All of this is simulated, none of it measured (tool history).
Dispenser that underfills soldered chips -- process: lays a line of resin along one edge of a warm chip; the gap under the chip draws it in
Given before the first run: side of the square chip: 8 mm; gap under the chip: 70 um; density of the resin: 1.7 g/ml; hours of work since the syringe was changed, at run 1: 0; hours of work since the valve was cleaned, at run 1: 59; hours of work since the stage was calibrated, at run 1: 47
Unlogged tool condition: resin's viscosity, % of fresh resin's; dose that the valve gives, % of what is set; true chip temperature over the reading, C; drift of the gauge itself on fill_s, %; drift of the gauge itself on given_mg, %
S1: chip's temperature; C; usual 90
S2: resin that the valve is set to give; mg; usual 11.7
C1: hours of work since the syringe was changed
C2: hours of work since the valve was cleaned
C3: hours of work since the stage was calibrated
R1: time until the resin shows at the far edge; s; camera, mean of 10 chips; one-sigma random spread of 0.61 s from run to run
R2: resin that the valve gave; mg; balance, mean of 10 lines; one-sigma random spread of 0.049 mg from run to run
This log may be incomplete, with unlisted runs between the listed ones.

run 1 hour=0 | S1=90 S2=11.7 | C1=0 C2=59 C3=47 | R1=53.2 R2=11.46
run 2 hour=5.8 | S1=90 S2=11.7 | C1=5 C2=64 C3=51 | R1=69.7 R2=11.42
-- hour=7.1 new syringe of resin
run 3 hour=12.7 | S1=90 S2=11.7 | C1=4 C2=69 C3=56 | R1=69 R2=11.34
-- hour=14 new syringe of resin
run 4 hour=17.2 | S1=90 S2=11.7 | C1=2 C2=72 C3=60 | R1=61.6 R2=11.31
-- hour=21.3 new syringe of resin
run 5 hour=22.3 | S1=90 S2=11.7 | C1=1 C2=76 C3=63 | R1=53.8 R2=11.38
run 6 hour=27.3 | S1=96 S2=11.7 | C1=5 C2=80 C3=67 | R1=51.7 R2=11.31
-- hour=28.1 new syringe of resin
run 7 hour=32.2 | S1=93 S2=11.7 | C1=3 C2=83 C3=71 | R1=56.5 R2=11.32
-- hour=35.5 new syringe of resin
run 8 hour=37.9 | S1=93 S2=11.7 | C1=2 C2=88 C3=75 | R1=50.9 R2=11.34
run 9 hour=41.6 | S1=90 S2=11.7 | C1=5 C2=90 C3=78 | R1=70.4 R2=11.26
-- hour=42.3 new syringe of resin
-- hour=49.1 new syringe of resin
run 10 hour=49.1 | S1=90 S2=11.7 | C1=0 C2=96 C3=83 | R1=53.9 R2=11.29
run 11 hour=54.1 | S1=90 S2=11.7 | C1=4 C2=100 C3=87 | R1=67.7 R2=11.27
-- hour=56.4 new syringe of resin
run 12 hour=61 | S1=90 S2=11.7 | C1=4 C2=105 C3=92 | R1=65 R2=11.23
-- hour=63.4 new syringe of resin
-- hour=67.4 dispensing valve cleaned and set on the balance
run 13 hour=68.7 | S1=90 S2=11.7 | C1=3 C2=1 C3=97 | R1=63.3 R2=11.69
-- hour=71.3 new syringe of resin
run 14 hour=74.7 | S1=90 S2=11.7 | C1=3 C2=5 C3=102 | R1=60.8 R2=11.68
-- hour=78.1 new syringe of resin
run 15 hour=82.1 | S1=90 S2=11.7 | C1=3 C2=11 C3=107 | R1=63.7 R2=11.59
-- hour=85.4 new syringe of resin
run 16 hour=87.6 | S1=99 S2=11.7 | C1=2 C2=15 C3=111 | R1=38.1 R2=11.6
run 17 hour=90.7 | S1=99 S2=11.7 | C1=4 C2=17 C3=114 | R1=44.7 R2=11.67
-- hour=92.3 new syringe of resin
run 18 hour=96.1 | S1=98 S2=12.4 | C1=3 C2=21 C3=118 | R1=42.7 R2=12.3
-- hour=99.2 new syringe of resin
run 19 hour=101.3 | S1=90 S2=10.5 | C1=2 C2=25 C3=122 | R1=60.7 R2=10.44
-- hour=106.5 new syringe of resin
run 20 hour=108.7 | S1=89 S2=10.9 | C1=2 C2=31 C3=127 | R1=58.6 R2=10.85
-- hour=113.5 new syringe of resin
run 21 hour=113.9 | S1=89 S2=10.9 | C1=0 C2=35 C3=131 | R1=54.8 R2=10.82
run 22 hour=117.8 | S1=83 S2=12.4 | C1=3 C2=38 C3=134 | R1=90.2 R2=12.18
-- hour=120.7 new syringe of resin
run 23 hour=123.7 | S1=92 S2=12.4 | C1=2 C2=42 C3=138 | R1=55 R2=12.22
-- hour=127.6 new syringe of resin
run 24 hour=130.8 | S1=75 S2=11.7 | C1=3 C2=47 C3=144 | R1=127.8 R2=11.5
run 25 hour=134 | S1=101 S2=13.7 | C1=5 C2=50 C3=146 | R1=41.9 R2=13.51
-- hour=134.9 new syringe of resin
run 26 hour=137.9 | S1=101 S2=13.7 | C1=2 C2=53 C3=149 | R1=35.3 R2=13.57
run 27 hour=141.2 | S1=93 S2=12.3 | C1=5 C2=55 C3=152 | R1=61.5 R2=12.06
-- hour=141.8 new syringe of resin
run 28 hour=146.4 | S1=78 S2=12.8 | C1=4 C2=59 C3=155 | R1=114.9 R2=12.69
-- hour=148.9 new syringe of resin
run 29 hour=153.7 | S1=78 S2=12.3 | C1=4 C2=65 C3=161 | R1=117.7 R2=12.11
-- hour=156.2 new syringe of resin
run 30 hour=159.8 | S1=78 S2=12.3 | C1=3 C2=69 C3=165 | R1=110.1 R2=11.96
-- hour=163 new syringe of resin
run 31 hour=163 | S1=78 S2=12.3 | C1=0 C2=71 C3=168 | R1=91.8 R2=11.97
run 32 hour=166.4 | S1=88 S2=12.8 | C1=3 C2=74 C3=170 | R1=66.2 R2=12.35
-- hour=169.9 new syringe of resin
run 33 hour=173.7 | S1=90 S2=13.3 | C1=3 C2=79 C3=176 | R1=62.3 R2=12.97
-- hour=177 new syringe of resin
run 34 hour=180.8 | S1=90 S2=13.3 | C1=3 C2=85 C3=181 | R1=60.8 R2=12.89

Subtracting, for every run, the result it would have given without the tool's unlogged condition from the measured result gives the following. The same run-to-run variation enters both numbers; the gauge's scatter may not:
run=1 R1=-1 R2=-0.26
run=2 R1=+16.4 R2=-0.29
run=3 R1=+16.1 R2=-0.31
run=4 R1=+8.3 R2=-0.32
run=5 R1=+1 R2=-0.34
run=6 R1=+12.1 R2=-0.35
run=7 R1=+9.9 R2=-0.36
run=8 R1=+4.8 R2=-0.39
run=9 R1=+17.4 R2=-0.4
run=10 R1=-0.5 R2=-0.41
run=11 R1=+14.5 R2=-0.43
run=12 R1=+11.9 R2=-0.45
run=13 R1=+10.7 R2=+0
run=14 R1=+8.2 R2=-0.02
run=15 R1=+10.9 R2=-0.05
run=16 R1=+2.8 R2=-0.06
run=17 R1=+9.2 R2=-0.07
run=18 R1=+6.3 R2=-0.09
run=19 R1=+4.9 R2=-0.1
run=20 R1=+3.7 R2=-0.12
run=21 R1=-0.6 R2=-0.13
run=22 R1=+15.2 R2=-0.16
run=23 R1=+6.7 R2=-0.18
run=24 R1=+15.1 R2=-0.19
run=25 R1=+10.5 R2=-0.23
run=26 R1=+3.9 R2=-0.25
run=27 R1=+15.1 R2=-0.24
run=28 R1=+19.8 R2=-0.26
run=29 R1=+21.4 R2=-0.27
run=30 R1=+14.5 R2=-0.3
run=31 R1=-3.5 R2=-0.31
run=32 R1=+8.3 R2=-0.33
run=33 R1=+9.3 R2=-0.37
run=34 R1=+8.5 R2=-0.39
